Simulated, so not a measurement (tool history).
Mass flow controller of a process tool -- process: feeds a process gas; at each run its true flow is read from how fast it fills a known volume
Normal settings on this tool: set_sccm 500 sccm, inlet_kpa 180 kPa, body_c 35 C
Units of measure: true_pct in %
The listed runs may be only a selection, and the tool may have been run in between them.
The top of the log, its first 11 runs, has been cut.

run      day  set_sccm  inlet_kpa  body_c  hours of work since the controller was set to zero  hours of work since the controller was changed  true_pct
 12  165.612       500        180      35                                                4792                                           10760     98.56
 13  179.733       500        180      35                                                4994                                           10963     98.54
 14  192.596       500        180      35                                                5178                                           11147     98.53
 15  206.375       500        180      35                                                5376                                           11345     98.47
 16  224.112       500        180      35                                                5630                                           11599     98.48
     232.862  -- controller's zero set anew
 17  240.229       500        180      35                                                 106                                           11830     98.40
 18  252.433       500        180      35                                                 281                                           12005     98.40
 19  263.821       500        270      35                                                 444                                           12168     98.48
 20  276.471       811        183      23                                                 625                                           12350     99.82
 21  293.567       121        200      34                                                 871                                           12595     98.11
 22  309.467       121        200      23                                                1099                                           12823     99.16
 23  318.967       242        180      35                                                1235                                           12959     98.20
 24  333.142       242        230      31                                                1438                                           13162     98.47
 25  345.100       242        230      31                                                1610                                           13334     98.71
 26  357.888       242        230      31                                                1793                                           13517     98.55
 27  374.838       500        180      28                                                2036                                           13760     99.01
 28  387.696       500        180      28                                                2220                                           13945     99.05
 29  399.233       115        198      28                                                2386                                           14110     98.53
 30  417.775       115        234      29                                                2652                                           14376     98.61
 31  427.967       257        150      24                                                2798                                           14522     99.08
 32  447.242       500        180      36                                                3074                                           14798     98.40
 33  460.842       500        180      21                                                3269                                           14994     99.69
 34  478.833       500        174      25                                                3527                                           15252     99.36
 35  493.892       500        258      25                                                3743                                           15468     99.44
 36  508.075       146        214      22                                                3947                                           15671     99.30

Consider 4 possible next runs. They are alternatives, not a sequence: every one starts from the tool as it was left by run 36. What does each give?
     517.121  -- controller exchanged for a calibrated one
  A  521.912       225        261      32                                                  69                                              69         ?
     517.121  -- controller exchanged for a calibrated one
  B  521.912       692        241      36                                                  69                                              69         ?
     517.121  -- controller exchanged for a calibrated one
  C  521.912       146        196      37                                                  69                                              69         ?
     517.121  -- controller exchanged for a calibrated one
  D  521.912       667        214      22                                                  69                                              69         ?

run  true_pct
  A     98.53
  B     98.51
  C     97.92
  D     99.96
With the hidden condition removed and each run's random variation left untouched, the same runs would have given:
run  true_pct
  A     98.52
  B     98.51
  C     97.91
  D     99.96
